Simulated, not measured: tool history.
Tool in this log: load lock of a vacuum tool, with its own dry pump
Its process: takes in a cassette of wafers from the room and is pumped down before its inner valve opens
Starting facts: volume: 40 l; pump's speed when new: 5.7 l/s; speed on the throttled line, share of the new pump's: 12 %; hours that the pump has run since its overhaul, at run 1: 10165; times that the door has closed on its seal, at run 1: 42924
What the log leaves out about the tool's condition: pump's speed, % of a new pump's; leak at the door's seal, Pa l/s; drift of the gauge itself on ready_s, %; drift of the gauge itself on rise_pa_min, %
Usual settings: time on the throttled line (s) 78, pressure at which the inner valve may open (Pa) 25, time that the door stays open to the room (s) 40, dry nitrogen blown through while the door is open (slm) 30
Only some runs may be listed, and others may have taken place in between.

run     hour  time on the throttled line (s)  pressure at which the inner valve may open (Pa)  time that the door stays open to the room (s)  dry nitrogen blown through while the door is open (slm)  hours that the pump has run since its overhaul  times that the door has closed on its seal  incoming humidity of the room's air, %  time from the closed door until the inner valve may open (s)  rise of the pressure with all valves shut (Pa/min)
  1        0                              78                                               25                                             40                                                       30                                           10165                                       42924                                    47.3                                                         132.8                                                0.21
  2    195.1                              78                                               25                                             40                                                       30                                           10360                                       43795                                    44.5                                                         131.6                                               0.212
  3    524.2                              78                                               18                                             40                                                       30                                           10689                                       45264                                    43.5                                                         134.8                                               0.227
  4      807                              78                                               25                                             40                                                       30                                           10972                                       46527                                    47.9                                                           134                                               0.233
  5     1021                              78                                               25                                             40                                                       30                                           11186                                       47482                                    47.5                                                         132.6                                                0.24
      1157.6  -- dry pump taken out, an overhauled one fitted
  6   1186.5                              78                                               25                                             40                                                       30                                              29                                       48194                                      43                                                         125.9                                               0.244
  7   1484.3                              78                                               25                                             40                                                        4                                             327                                       49524                                    45.5                                                         125.7                                               0.275
  8   1740.5                              78                                               25                                             40                                                       30                                             583                                       50668                                      44                                                         124.8                                               0.252
  9   2054.5                              78                                               25                                             40                                                       30                                             897                                       52069                                    44.3                                                         128.3                                               0.266
 10   2255.7                              78                                               25                                             40                                                       30                                            1098                                       52968                                    47.1                                                         126.4                                               0.281
 11   2534.3                              78                                               25                                             40                                                       30                                            1377                                       54211                                    43.6                                                         126.8                                               0.282
 12     2873                              78                                               25                                             40                                                       30                                            1715                                       55724                                    48.1                                                         128.2                                               0.293
 13   3224.9                              78                                               25                                             40                                                       30                                            2067                                       57295                                    41.2                                                         128.7                                               0.301
 14   3480.8                              78                                               25                                             40                                                       30                                            2323                                       58437                                    45.9                                                         127.5                                               0.318
 15   3803.9                              78                                               25                                             40                                                       30                                            2646                                       59880                                      48                                                         126.9                                               0.334
 16   4058.8                              78                                               25                                            147                                                       30                                            2901                                       61017                                      48                                                         128.7                                                0.36
 17   4393.9                              78                                               25                                            147                                                       16                                            3236                                       62513                                    42.5                                                         128.2                                               0.384
 18   4763.2                              78                                               28                                             40                                                       30                                            3606                                       64162                                    45.8                                                         126.6                                               0.363
 19   4920.1                              78                                               28                                             40                                                       30                                            3762                                       64863                                    44.9                                                         127.3                                               0.362
 20     5221                              78                                               28                                             40                                                       30                                            4063                                       66206                                    45.7                                                         127.2                                               0.378
 21   5385.9                             142                                               25                                            157                                                       30                                            4228                                       66942                                    45.2                                                         185.5                                               0.405
 22   5641.7                              50                                               25                                             40                                                       30                                            4484                                       68084                                    44.7                                                         104.7                                               0.388
 23   5947.1                              49                                               27                                            150                                                       27                                            4789                                       69447                                      42                                                         102.2                                                0.42
 24   6335.7                             105                                               49                                             41                                                       27                                            5178                                       71182                                    45.4                                                         146.5                                               0.425
 25   6614.3                             105                                               49                                             41                                                       27                                            5457                                       72426                                    45.1                                                           147                                               0.424
 26     6928                             105                                               49                                             41                                                       27                                            5770                                       73827                                    47.9                                                         147.5                                               0.441
 27   7208.6                              88                                               26                                             27                                                       19                                            6051                                       75079                                      47                                                         136.8                                               0.456
 28   7519.5                              88                                               26                                             27                                                       19                                            6362                                       76467                                    44.3                                                         139.7                                               0.464
 29   7690.8                              88                                               26                                             27                                                       19                                            6533                                       77232                                    45.2                                                         138.9                                               0.483
 30     7891                              88                                               26                                             27                                                       19                                            6733                                       78126                                    48.6                                                           139                                               0.481
      8039.8  -- door's seal changed, seat wiped
 31   8175.9                              88                                               26                                             27                                                       19                                            7017                                         608                                    47.3                                                         138.7                                               0.031
 32   8555.2                              78                                               25                                             40                                                       17                                            7396                                        2301                                    47.7                                                         130.9                                               0.046
 33   8840.5                              78                                               49                                             65                                                        4                                            7681                                        3575                                    41.7                                                         125.7                                               0.063
 34   9098.5                              68                                               42                                             50                                                       30                                            7939                                        4727                                    43.6                                                         117.5                                               0.042
 35   9335.9                              68                                               42                                             50                                                       30                                            8177                                        5786                                    48.5                                                         119.1                                               0.046
 36   9563.5                              68                                               42                                             50                                                       30                                            8404                                        6803                                    43.6                                                         117.1                                               0.046
 37   9794.2                              68                                               35                                             50                                                       30                                            8635                                        7833                                    44.3                                                           120                                               0.049
 38  10177.8                              43                                               35                                             50                                                       30                                            9019                                        9545                                    44.6                                                          97.7                                               0.055

Consider 3 possible next runs. They are alternatives, not a sequence: every one starts from the tool as it was left by run 38. What does each give?
  A  10526                              78                                               46                                             40                                                       30                                            9367                                       11100                                    42.2                                                             ?                                                   ?
  B  10526                              55                                               25                                             40                                                       10                                            9367                                       11100                                    45.5                                                             ?                                                   ?
  C  10526                              59                                               25                                             40                                                       14                                            9367                                       11100                                    45.7                                                             ?                                                   ?

run  time from the closed door until the inner valve may open (s)  rise of the pressure with all valves shut (Pa/min)
  A                                                         126.1                                               0.061
  B                                                         111.8                                               0.073
  C                                                         114.7                                               0.065
Without the tool's unlogged condition, the same runs would have read:
run  time from the closed door until the inner valve may open (s)  rise of the pressure with all valves shut (Pa/min)
  A                                                         121.7                                               0.035
  B                                                         106.7                                               0.047
  C                                                         109.7                                                0.04
